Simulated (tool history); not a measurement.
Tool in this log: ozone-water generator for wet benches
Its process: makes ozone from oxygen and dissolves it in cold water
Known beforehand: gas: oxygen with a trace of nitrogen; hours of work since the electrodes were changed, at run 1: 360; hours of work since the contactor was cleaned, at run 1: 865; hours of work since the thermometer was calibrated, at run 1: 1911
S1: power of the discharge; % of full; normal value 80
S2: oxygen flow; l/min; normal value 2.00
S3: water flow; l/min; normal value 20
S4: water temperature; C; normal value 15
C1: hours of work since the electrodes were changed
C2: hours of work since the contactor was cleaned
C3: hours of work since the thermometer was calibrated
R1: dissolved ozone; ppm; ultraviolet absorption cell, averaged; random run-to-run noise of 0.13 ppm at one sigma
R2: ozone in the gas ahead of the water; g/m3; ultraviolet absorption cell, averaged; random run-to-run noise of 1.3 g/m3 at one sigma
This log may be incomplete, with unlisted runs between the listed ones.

{"run": 1, "day": 0.0, "S1": 80, "S2": 2.0, "S3": 20, "S4": 15, "C1": 360, "C2": 865, "C3": 1911, "R1": 14.5, "R2": 226.9}
{"run": 2, "day": 0.875, "S1": 80, "S2": 2.0, "S3": 20, "S4": 15, "C1": 376, "C2": 882, "C3": 1928, "R1": 14.7, "R2": 228.2}
{"run": 3, "day": 1.596, "S1": 80, "S2": 2.0, "S3": 20, "S4": 15, "C1": 390, "C2": 895, "C3": 1941, "R1": 14.6, "R2": 225.1}
{"run": 4, "day": 3.342, "S1": 80, "S2": 2.0, "S3": 20, "S4": 8, "C1": 423, "C2": 928, "C3": 1974, "R1": 15.4, "R2": 224.4}
{"run": 5, "day": 4.975, "S1": 80, "S2": 2.0, "S3": 20, "S4": 8, "C1": 454, "C2": 959, "C3": 2005, "R1": 15.2, "R2": 226.1}
{"run": 6, "day": 5.929, "S1": 80, "S2": 2.0, "S3": 20, "S4": 8, "C1": 472, "C2": 977, "C3": 2023, "R1": 15.4, "R2": 225.9}
{"run": 7, "day": 6.979, "S1": 80, "S2": 2.0, "S3": 20, "S4": 8, "C1": 491, "C2": 997, "C3": 2043, "R1": 15.4, "R2": 224.3}
{"run": 8, "day": 7.875, "S1": 80, "S2": 2.0, "S3": 20, "S4": 8, "C1": 508, "C2": 1013, "C3": 2060, "R1": 15.5, "R2": 226.7}
{"run": 9, "day": 9.396, "S1": 80, "S2": 2.0, "S3": 20, "S4": 15, "C1": 537, "C2": 1042, "C3": 2088, "R1": 14.7, "R2": 225.5}
{"run": 10, "day": 11.088, "S1": 80, "S2": 2.0, "S3": 18, "S4": 15, "C1": 569, "C2": 1074, "C3": 2120, "R1": 16.5, "R2": 223.6}
{"run": 11, "day": 12.088, "S1": 80, "S2": 2.0, "S3": 18, "S4": 15, "C1": 588, "C2": 1093, "C3": 2139, "R1": 16.1, "R2": 224.7}
{"run": 12, "day": 13.158, "S1": 80, "S2": 2.0, "S3": 18, "S4": 15, "C1": 608, "C2": 1113, "C3": 2159, "R1": 16.3, "R2": 224.5}
{"run": 13, "day": 14.038, "S1": 80, "S2": 2.0, "S3": 20, "S4": 15, "C1": 624, "C2": 1130, "C3": 2176, "R1": 14.7, "R2": 223.4}
{"run": 14, "day": 15.138, "S1": 80, "S2": 2.0, "S3": 20, "S4": 15, "C1": 645, "C2": 1150, "C3": 2196, "R1": 14.7, "R2": 223.7}
{"run": 15, "day": 16.246, "S1": 80, "S2": 2.0, "S3": 20, "S4": 15, "C1": 666, "C2": 1171, "C3": 2217, "R1": 14.6, "R2": 224.8}
{"run": 16, "day": 18.004, "S1": 80, "S2": 2.0, "S3": 20, "S4": 15, "C1": 699, "C2": 1204, "C3": 2250, "R1": 14.3, "R2": 224.1}
{"run": 17, "day": 18.821, "S1": 80, "S2": 2.0, "S3": 20, "S4": 15, "C1": 715, "C2": 1220, "C3": 2266, "R1": 14.7, "R2": 226.0}
{"run": 18, "day": 20.45, "S1": 80, "S2": 2.0, "S3": 20, "S4": 15, "C1": 745, "C2": 1250, "C3": 2297, "R1": 14.5, "R2": 224.3}
{"run": 19, "day": 21.738, "S1": 44, "S2": 3.17, "S3": 20, "S4": 15, "C1": 770, "C2": 1275, "C3": 2321, "R1": 11.7, "R2": 132.0}
{"run": 20, "day": 23.179, "S1": 91, "S2": 3.17, "S3": 20, "S4": 15, "C1": 797, "C2": 1302, "C3": 2348, "R1": 16.8, "R2": 188.6}
{"run": 21, "day": 24.088, "S1": 91, "S2": 3.17, "S3": 20, "S4": 15, "C1": 814, "C2": 1319, "C3": 2365, "R1": 17.2, "R2": 187.3}
{"run": 22, "day": 25.233, "S1": 91, "S2": 3.17, "S3": 14, "S4": 10, "C1": 835, "C2": 1341, "C3": 2387, "R1": 24.7, "R2": 188.1}
{"run": 23, "day": 26.996, "S1": 92, "S2": 3.17, "S3": 14, "S4": 12, "C1": 869, "C2": 1374, "C3": 2420, "R1": 24.3, "R2": 185.8}
{"run": 24, "day": 28.638, "S1": 80, "S2": 3.21, "S3": 20, "S4": 12, "C1": 900, "C2": 1405, "C3": 2451, "R1": 16.5, "R2": 174.6}
{"run": 25, "day": 30.042, "S1": 80, "S2": 3.21, "S3": 20, "S4": 12, "C1": 926, "C2": 1431, "C3": 2477, "R1": 16.4, "R2": 175.2}
{"run": 26, "day": 30.992, "S1": 70, "S2": 2.62, "S3": 30, "S4": 19, "C1": 944, "C2": 1449, "C3": 2495, "R1": 9.2, "R2": 181.6}
{"run": 27, "day": 32.525, "S1": 70, "S2": 2.62, "S3": 30, "S4": 19, "C1": 973, "C2": 1478, "C3": 2524, "R1": 9.3, "R2": 180.8}
{"run": 28, "day": 33.408, "S1": 58, "S2": 2.62, "S3": 20, "S4": 11, "C1": 989, "C2": 1495, "C3": 2541, "R1": 13.5, "R2": 164.5}
{"run": 29, "day": 34.292, "S1": 58, "S2": 2.35, "S3": 23, "S4": 11, "C1": 1006, "C2": 1511, "C3": 2557, "R1": 11.1, "R2": 174.5}
{"run": 30, "day": 35.662, "S1": 80, "S2": 2.49, "S3": 20, "S4": 14, "C1": 1032, "C2": 1537, "C3": 2583, "R1": 15.1, "R2": 198.4}
{"run": 31, "day": 37.146, "S1": 94, "S2": 1.67, "S3": 30, "S4": 15, "C1": 1060, "C2": 1565, "C3": 2611, "R1": 9.3, "R2": 263.4}
{"run": 32, "day": 38.358, "S1": 80, "S2": 3.46, "S3": 21, "S4": 15, "C1": 1083, "C2": 1588, "C3": 2634, "R1": 15.4, "R2": 167.6}
{"run": 33, "day": 39.654, "S1": 61, "S2": 1.02, "S3": 20, "S4": 15, "C1": 1107, "C2": 1612, "C3": 2658, "R1": 10.1, "R2": 276.6}

Predict each of these 3 candidate next runs independently; none follows another, all start after run 33:
{"run": "A", "day": 40.721, "S1": 95, "S2": 1.57, "S3": 16, "S4": 15, "C1": 1127, "C2": 1633, "C3": 2679, "R1": "?", "R2": "?"}
{"run": "B", "day": 40.721, "S1": 61, "S2": 2.23, "S3": 14, "S4": 15, "C1": 1127, "C2": 1633, "C3": 2679, "R1": "?", "R2": "?"}
{"run": "C", "day": 40.721, "S1": 61, "S2": 2.73, "S3": 13, "S4": 9, "C1": 1127, "C2": 1633, "C3": 2679, "R1": "?", "R2": "?"}

run=A R1=18.3 R2=273.8
run=B R1=18.3 R2=183.0
run=C R1=21.0 R2=165.2
Take away the tool's hidden state, keep each run's random variation, and the runs would have read:
run=A R1=19.2 R2=284.3
run=B R1=19.0 R2=188.7
run=C R1=21.9 R2=170.3

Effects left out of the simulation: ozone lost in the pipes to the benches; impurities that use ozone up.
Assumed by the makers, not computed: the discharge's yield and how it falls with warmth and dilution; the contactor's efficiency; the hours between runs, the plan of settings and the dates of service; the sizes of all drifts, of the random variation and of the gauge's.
